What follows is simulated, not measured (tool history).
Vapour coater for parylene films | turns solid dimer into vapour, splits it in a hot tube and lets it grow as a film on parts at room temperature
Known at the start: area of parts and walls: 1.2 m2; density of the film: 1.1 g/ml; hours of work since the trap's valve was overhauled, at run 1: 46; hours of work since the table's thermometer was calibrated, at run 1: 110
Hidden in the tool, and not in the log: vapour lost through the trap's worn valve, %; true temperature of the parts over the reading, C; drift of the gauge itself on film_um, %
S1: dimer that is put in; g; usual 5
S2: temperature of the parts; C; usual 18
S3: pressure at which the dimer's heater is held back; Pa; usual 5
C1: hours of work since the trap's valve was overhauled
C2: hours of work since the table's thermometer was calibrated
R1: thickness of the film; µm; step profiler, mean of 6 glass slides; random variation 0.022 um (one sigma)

run	hour	S1	S2	S3	C1	C2	R1
1	0	5	18	5	46	110	2.54
2	49.8	5	18	5	89	152	2.52
3	108.8	5	28	5	139	202	1.95
4	177.9	5	18	5	198	261	2.36
5	242.7	5	18	5	253	316	2.37
# hour 252.2: trap's valve overhauled
6	293.7	5	18	5	35	356	2.59
7	336.5	5	18	5	72	393	2.53
8	402.1	5	14	5	128	449	2.73
9	452.2	5	14	5	170	491	2.7
10	517.7	5	14	5	226	547	2.6
# hour 555.6: trap's valve overhauled
11	555.6	5	18	5	0	576	2.61
12	589.7	5	18	5	29	605	2.54
13	625.6	5	18	5	60	635	2.49
14	682.5	5	18	5	108	684	2.49
15	742.6	4	18	5	159	735	1.95
16	777.1	7	18	5	188	764	3.36
17	814.1	7	18	5	220	796	3.3
# hour 863.7: trap's valve overhauled
18	863.9	7	18	5	0	835	3.63
19	912.9	7	18	5	42	876	3.58
20	951.4	7	18	5	75	909	3.51
21	994.9	7	18	5	112	946	3.46
22	1058.9	5	18	2.33	166	1001	2.99
23	1125.4	6	18	2.33	223	1057	3.47
24	1155.5	6	18	8.16	248	1083	2.51
# hour 1168.4: trap's valve overhauled
25	1205.7	6	18	8.16	32	1122	2.73
26	1238.2	2	17	11.56	59	1150	0.84
27	1302.7	5	15	5.07	114	1205	2.67
28	1357.1	2	15	4.85	161	1251	1.06
29	1411.7	2	11	5.5	207	1297	1.14
30	1452.1	3	12	5	241	1332	1.67
# hour 1473.7: trap's valve overhauled
# hour 1486.2: table's thermometer calibrated
31	1494	6	24	10.62	16	7	2.2
32	1540.4	2	13	5	56	46	1.12
33	1606.8	2	13	5	112	103	1.12
34	1658.6	5	18	2.91	156	147	2.79
35	1692.9	5	18	5.35	186	176	2.34
36	1729.9	5	18	5.35	217	207	2.38
# hour 1778: trap's valve overhauled
37	1789.1	5	18	5.35	9	254	2.53
38	1844.2	5	18	5.35	56	301	2.5
39	1888.1	5	16	7.2	94	339	2.35
40	1930.6	5	13	7.83	130	375	2.47
41	1992	5	13	7.83	182	427	2.4

Measured less the same run without the tool's hidden state. The same run-to-run variation is in both; the gauge's scatter may not be:
run	R1
1	-0.03
2	-0.07
3	-0.09
4	-0.17
5	-0.22
6	-0.02
7	-0.05
8	-0.12
9	-0.16
10	-0.21
11	+0
12	-0.03
13	-0.06
14	-0.1
15	-0.11
16	-0.22
17	-0.27
18	+0.03
19	-0.01
20	-0.06
21	-0.11
22	-0.15
23	-0.25
24	-0.2
25	-0.01
26	-0.01
27	-0.09
28	-0.05
29	-0.08
30	-0.14
31	-0.02
32	-0.03
33	-0.05
34	-0.18
35	-0.18
36	-0.21
37	-0.01
38	-0.05
39	-0.08
40	-0.13
41	-0.16
